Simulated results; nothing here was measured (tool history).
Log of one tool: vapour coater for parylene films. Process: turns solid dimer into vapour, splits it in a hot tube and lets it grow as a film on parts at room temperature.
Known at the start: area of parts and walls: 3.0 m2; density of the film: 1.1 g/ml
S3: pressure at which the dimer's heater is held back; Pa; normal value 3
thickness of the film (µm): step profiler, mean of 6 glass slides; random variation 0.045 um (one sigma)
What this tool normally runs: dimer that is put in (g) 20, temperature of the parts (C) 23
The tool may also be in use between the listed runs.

Run 1, hour 0: usual settings. Result: thickness of the film (µm) 4.7.
Run 2, hour 44.1: usual settings. Result: thickness of the film (µm) 4.59.
Run 3, hour 97.3: usual settings but temperature of the parts (C) 19. Result: thickness of the film (µm) 5.74.
Run 4, hour 159.9: usual settings but temperature of the parts (C) 19. Result: thickness of the film (µm) 5.55.
Run 5, hour 202.5: usual settings but temperature of the parts (C) 19. Result: thickness of the film (µm) 5.65.
Run 6, hour 264.3: usual settings but temperature of the parts (C) 19. Result: thickness of the film (µm) 5.55.
Run 7, hour 318.2: usual settings but temperature of the parts (C) 19. Result: thickness of the film (µm) 5.4.
Run 8, hour 394.8: usual settings. Result: thickness of the film (µm) 4.75.
Run 9, hour 461.3: usual settings. Result: thickness of the film (µm) 4.65.
Run 10, hour 535.1: usual settings. Result: thickness of the film (µm) 4.45.
Run 11, hour 581.7: usual settings. Result: thickness of the film (µm) 5.12.
Run 12, hour 647.3: usual settings. Result: thickness of the film (µm) 4.84.
Run 13, hour 680.4: usual settings. Result: thickness of the film (µm) 4.83.
Run 14, hour 725.4: usual settings. Result: thickness of the film (µm) 4.72.
Run 15, hour 784.1: usual settings but temperature of the parts (C) 22. Result: thickness of the film (µm) 4.92.
Run 16, hour 819.7: usual settings but dimer that is put in (g) 15. Result: thickness of the film (µm) 3.38.
Run 17, hour 882: usual settings but dimer that is put in (g) 15, S3 5.26 Pa. Result: thickness of the film (µm) 3.09.
Run 18, hour 928.4: usual settings but dimer that is put in (g) 15, S3 5.26 Pa. Result: thickness of the film (µm) 3.02.
Run 19, hour 986.4: usual settings but temperature of the parts (C) 15. Result: thickness of the film (µm) 5.11.
Run 20, hour 1026.5: usual settings but dimer that is put in (g) 18, temperature of the parts (C) 17, S3 5.59 Pa. Result: thickness of the film (µm) 4.83.
Run 21, hour 1062.2: usual settings but dimer that is put in (g) 9, temperature of the parts (C) 32, S3 10.3 Pa. Result: thickness of the film (µm) 1.37.
Run 22, hour 1123.6: usual settings but dimer that is put in (g) 28, temperature of the parts (C) 20, S3 9.05 Pa. Result: thickness of the film (µm) 6.12.
Run 23, hour 1198.3: usual settings but dimer that is put in (g) 16, temperature of the parts (C) 15, S3 2.18 Pa. Result: thickness of the film (µm) 4.45.
Run 24, hour 1235.2: usual settings but dimer that is put in (g) 16, temperature of the parts (C) 15, S3 8.11 Pa. Result: thickness of the film (µm) 3.97.
Run 25, hour 1292: usual settings but dimer that is put in (g) 31, S3 8.52 Pa. Result: thickness of the film (µm) 6.02.
Run 26, hour 1337.1: usual settings but dimer that is put in (g) 31, S3 8.52 Pa. Result: thickness of the film (µm) 5.92.
Run 27, hour 1397.4: usual settings but dimer that is put in (g) 19, temperature of the parts (C) 17, S3 10.5 Pa. Result: thickness of the film (µm) 4.09.
Run 28, hour 1434.7: usual settings but dimer that is put in (g) 9, temperature of the parts (C) 16, S3 10.93 Pa. Result: thickness of the film (µm) 1.93.
Run 29, hour 1474.3: usual settings but dimer that is put in (g) 15, temperature of the parts (C) 17, S3 2.1 Pa. Result: thickness of the film (µm) 3.87.
Run 30, hour 1545.6: usual settings but dimer that is put in (g) 14. Result: thickness of the film (µm) 3.57.
Run 31, hour 1605: usual settings but dimer that is put in (g) 29, temperature of the parts (C) 27, S3 8.24 Pa. Result: thickness of the film (µm) 5.41.
Run 32, hour 1678: usual settings but dimer that is put in (g) 27, temperature of the parts (C) 19, S3 3.36 Pa. Result: thickness of the film (µm) 7.3.
Run 33, hour 1737.7: usual settings but S3 3.84 Pa. Result: thickness of the film (µm) 4.65.

Withheld: 5 entries from between the runs. Position of each, and hidden state at the listed run before versus the listed run after:
Runs 2 to 3: trap's valve overhauled (hour 66.3)
  vapour lost through the trap's worn valve, %: 11.2 -> 1; true temperature of the parts over the reading, C: -0.83 -> -0.88
  measured value less the no-hidden-state value, thickness of the film (µm): -0.45 -> +0.08
Runs 10 to 11: trap's valve overhauled (hour 543.7)
  vapour lost through the trap's worn valve, %: 13.9 -> 1.6; true temperature of the parts over the reading, C: -1.31 -> -1.36
  measured value less the no-hidden-state value, thickness of the film (µm): -0.54 -> +0.11
Runs 11 to 12: table's thermometer calibrated (hour 644.3)
  vapour lost through the trap's worn valve, %: 1.6 -> 3.6; true temperature of the parts over the reading, C: -1.36 -> 0.05
  measured value less the no-hidden-state value, thickness of the film (µm): +0.11 -> -0.19
Runs 19 to 20: trap's valve overhauled (hour 1024)
  vapour lost through the trap's worn valve, %: 13.3 -> 0.5; true temperature of the parts over the reading, C: -0.29 -> -0.32
  measured value less the no-hidden-state value, thickness of the film (µm): -0.79 -> +0.02
Runs 29 to 30: trap's valve overhauled (hour 1503.8)
  vapour lost through the trap's worn valve, %: 13.3 -> 1.7; true temperature of the parts over the reading, C: -0.77 -> -0.84
  measured value less the no-hidden-state value, thickness of the film (µm): -0.59 -> +0.02

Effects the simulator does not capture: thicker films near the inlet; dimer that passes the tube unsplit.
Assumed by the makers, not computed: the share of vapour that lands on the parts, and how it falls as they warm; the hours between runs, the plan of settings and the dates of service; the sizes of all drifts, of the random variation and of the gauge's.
